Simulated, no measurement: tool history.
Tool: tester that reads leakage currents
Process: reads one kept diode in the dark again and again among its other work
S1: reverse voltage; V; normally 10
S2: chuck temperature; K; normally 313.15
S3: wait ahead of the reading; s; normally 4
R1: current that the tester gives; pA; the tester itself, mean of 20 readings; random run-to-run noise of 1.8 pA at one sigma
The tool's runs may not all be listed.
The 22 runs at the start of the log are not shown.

run,hour,S1,S2,S3,R1
23,683.6,3.8,298.15,6.4,98.33
24,706.7,10.4,298.15,7.75,155.46
25,724.5,10.4,297.15,1.8,142.42
26,747.1,13.7,315.15,4.4,804.05
27,781.1,10,325.15,4,1601.92
28,800.2,8.5,325.15,3.81,1487.6
29,838.2,8.5,325.15,3.81,1489.07
30,879.2,2.9,303.15,1.63,139.71
31,900.8,6,298.15,0.62,123.11
32,927.3,6,298.15,0.62,122.75
33,967.3,11.9,314.15,0.91,692.35
34,990.2,11.9,314.15,3.84,685.68
35,1023.2,11.9,314.15,3.84,685.39
36,1051.6,11.9,314.15,3.84,687.84

Each row is a separate what-if for the run after 36, all from the same tool condition, not one after another. Results?
A,1081.9,11.9,302.15,3.84,?
B,1081.9,10,302.15,2.09,?
C,1081.9,11.9,314.15,2.28,?
D,1081.9,12.7,309.15,8.73,?
E,1081.9,1.9,321.15,0.5,?

run,R1
A,235.8
B,220.4
C,687.09
D,455.27
E,550.48
With the hidden condition removed and each run's random variation left untouched, the same runs would have given:
run,R1
A,237.86
B,222.73
C,700.69
D,462.82
E,563.75
